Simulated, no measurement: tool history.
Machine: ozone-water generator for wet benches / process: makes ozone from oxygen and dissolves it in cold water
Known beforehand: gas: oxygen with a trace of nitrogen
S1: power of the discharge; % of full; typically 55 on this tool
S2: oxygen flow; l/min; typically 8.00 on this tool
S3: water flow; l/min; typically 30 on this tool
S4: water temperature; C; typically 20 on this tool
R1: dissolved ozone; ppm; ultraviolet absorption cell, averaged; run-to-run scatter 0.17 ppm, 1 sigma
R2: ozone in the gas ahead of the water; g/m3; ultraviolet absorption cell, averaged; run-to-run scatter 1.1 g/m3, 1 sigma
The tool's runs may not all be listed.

run	hour	S1	S2	S3	S4	R1	R2
1	0.0	55	8.00	30	20	21.9	189.4
# hour 53.2: water thermometer calibrated
2	111.1	55	8.00	30	17	23.0	188.1
3	185.0	55	8.00	30	17	22.9	186.4
4	236.5	55	8.00	30	20	22.0	186.4
5	317.4	55	8.00	30	20	21.8	189.0
6	363.7	55	8.00	30	20	22.0	184.5
7	415.2	55	7.80	30	20	21.8	190.5
8	477.5	55	8.00	30	14	23.7	187.1
9	529.5	55	8.00	30	20	21.7	186.5
10	598.3	55	8.00	30	20	21.9	185.8
# hour 676.7: contactor cleaned
11	676.7	55	8.00	26	20	23.7	185.8
12	775.4	55	8.00	26	20	23.4	186.8
13	853.3	55	8.00	27	20	22.9	185.1
# hour 885.4: contactor cleaned, once more
14	918.7	55	8.00	27	20	24.2	184.2
15	992.9	57	8.00	30	20	23.0	190.3
16	1097.8	55	8.00	30	17	23.2	185.5
17	1165.9	55	8.00	28	14	25.8	184.7
18	1243.1	55	8.00	37	21	18.4	185.4
19	1320.3	55	8.00	37	21	18.2	183.3
20	1365.3	55	8.00	37	21	18.1	183.5
21	1465.6	82	8.00	24	21	35.4	253.9
22	1562.8	55	4.01	22	20	28.9	278.2
23	1654.6	55	8.40	22	12	30.8	178.9
24	1728.0	76	8.00	30	20	28.4	238.4
25	1821.2	76	8.00	30	20	28.5	238.2
26	1925.8	71	8.00	30	19	27.1	222.8
27	1981.9	46	7.25	30	20	19.2	169.7
28	2083.3	90	13.56	23	17	37.6	195.3
29	2177.2	90	13.56	23	17	37.3	197.1
30	2252.6	46	8.00	30	25	17.2	157.9
31	2313.4	55	9.49	30	20	21.4	163.7
32	2407.4	99	8.00	22	20	42.7	291.2

Forecast each of these 3 alternatives for the next run:
A	2511.2	99	8.00	22	18	?	?
B	2511.2	99	5.29	22	20	?	?
C	2511.2	78	8.00	36	16	?	?

run	R1	R2
A	45.0	291.5
B	45.0	373.2
C	25.5	241.5
Take away the tool's hidden state, keep each run's random variation, and the runs would have read:
run	R1	R2
A	49.3	316.0
B	49.3	404.6
C	27.8	258.6
